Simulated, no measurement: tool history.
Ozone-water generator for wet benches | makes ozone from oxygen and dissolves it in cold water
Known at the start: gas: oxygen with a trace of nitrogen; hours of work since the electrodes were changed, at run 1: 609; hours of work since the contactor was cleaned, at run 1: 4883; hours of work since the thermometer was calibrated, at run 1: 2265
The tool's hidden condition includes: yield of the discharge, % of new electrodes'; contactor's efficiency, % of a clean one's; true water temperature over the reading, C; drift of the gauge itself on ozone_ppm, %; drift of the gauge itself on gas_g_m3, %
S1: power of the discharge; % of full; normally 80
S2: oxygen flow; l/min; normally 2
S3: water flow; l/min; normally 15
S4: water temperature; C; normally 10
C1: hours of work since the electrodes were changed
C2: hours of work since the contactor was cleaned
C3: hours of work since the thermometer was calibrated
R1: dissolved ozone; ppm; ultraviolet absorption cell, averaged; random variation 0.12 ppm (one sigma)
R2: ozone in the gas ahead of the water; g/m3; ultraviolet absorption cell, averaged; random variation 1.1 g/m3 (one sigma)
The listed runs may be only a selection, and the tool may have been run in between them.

run 1 hour=0 | S1=80 S2=2 S3=15 S4=10 | C1=609 C2=4883 C3=2265 | R1=10.7 R2=198.4
run 2 hour=35.3 | S1=80 S2=2 S3=15 S4=10 | C1=642 C2=4917 C3=2299 | R1=10.5 R2=196.4
run 3 hour=64.3 | S1=80 S2=2 S3=15 S4=10 | C1=670 C2=4944 C3=2326 | R1=10.4 R2=198.9
run 4 hour=96.2 | S1=80 S2=2 S3=15 S4=10 | C1=700 C2=4974 C3=2356 | R1=10.5 R2=196.6
run 5 hour=143.6 | S1=80 S2=2 S3=15 S4=10 | C1=745 C2=5019 C3=2401 | R1=10.4 R2=198.2
run 6 hour=178.9 | S1=80 S2=2 S3=15 S4=10 | C1=779 C2=5053 C3=2435 | R1=10.2 R2=197.5
run 7 hour=208 | S1=80 S2=2 S3=15 S4=10 | C1=806 C2=5081 C3=2463 | R1=10.2 R2=197.9
run 8 hour=233.9 | S1=80 S2=2 S3=21 S4=10 | C1=831 C2=5105 C3=2487 | R1=7.1 R2=195.1
-- hour=250.4 contactor cleaned
run 9 hour=283.3 | S1=80 S2=2 S3=21 S4=10 | C1=874 C2=31 C3=2530 | R1=7.7 R2=195.2
run 10 hour=310 | S1=80 S2=2 S3=15 S4=6 | C1=899 C2=57 C3=2556 | R1=11.7 R2=196.9
run 11 hour=336 | S1=80 S2=1.39 S3=16 S4=15 | C1=924 C2=81 C3=2580 | R1=9.6 R2=241.1
run 12 hour=367.8 | S1=80 S2=1.39 S3=18 S4=10 | C1=954 C2=111 C3=2611 | R1=8.4 R2=240.1
run 13 hour=408.4 | S1=67 S2=2 S3=15 S4=10 | C1=993 C2=150 C3=2649 | R1=9.5 R2=167.6
run 14 hour=433.4 | S1=68 S2=2.83 S3=15 S4=7 | C1=1017 C2=174 C3=2673 | R1=10.5 R2=139.6
run 15 hour=488.5 | S1=97 S2=1.14 S3=15 S4=10 | C1=1069 C2=226 C3=2725 | R1=11.7 R2=323.8
run 16 hour=518.9 | S1=97 S2=1.14 S3=22 S4=10 | C1=1098 C2=255 C3=2754 | R1=7.3 R2=322.8
run 17 hour=548.7 | S1=97 S2=1.14 S3=22 S4=10 | C1=1126 C2=283 C3=2782 | R1=7.4 R2=323.2
run 18 hour=606.6 | S1=43 S2=1.12 S3=11 S4=10 | C1=1181 C2=338 C3=2837 | R1=8 R2=157.1
run 19 hour=635.5 | S1=80 S2=2 S3=16 S4=6 | C1=1209 C2=366 C3=2865 | R1=10.7 R2=196.6
run 20 hour=689.9 | S1=72 S2=1.09 S3=22 S4=10 | C1=1260 C2=417 C3=2916 | R1=5.5 R2=253.2

Forecast each of these 5 alternatives for the next run:
run A hour=718.5 | S1=82 S2=2 S3=9 S4=8 | C1=1287 C2=444 C3=2944 | R1=? R2=?
run B hour=718.5 | S1=72 S2=1.09 S3=22 S4=8 | C1=1287 C2=444 C3=2944 | R1=? R2=?
run C hour=718.5 | S1=80 S2=2 S3=15 S4=14 | C1=1287 C2=444 C3=2944 | R1=? R2=?
run D hour=718.5 | S1=83 S2=1.09 S3=22 S4=10 | C1=1287 C2=444 C3=2944 | R1=? R2=?
run E hour=718.5 | S1=61 S2=1.09 S3=22 S4=7 | C1=1287 C2=444 C3=2944 | R1=? R2=?

run=A R1=19.6 R2=198.5
run=B R1=5.6 R2=251.2
run=C R1=10.6 R2=195.7
run=D R1=6.3 R2=288.2
run=E R1=4.6 R2=215.9
Stripped of hidden state, with their random variation kept, the same runs would have yielded:
run=A R1=20.4 R2=205.1
run=B R1=5.8 R2=258.6
run=C R1=11 R2=202
run=D R1=6.5 R2=297.8
run=E R1=4.8 R2=221.3
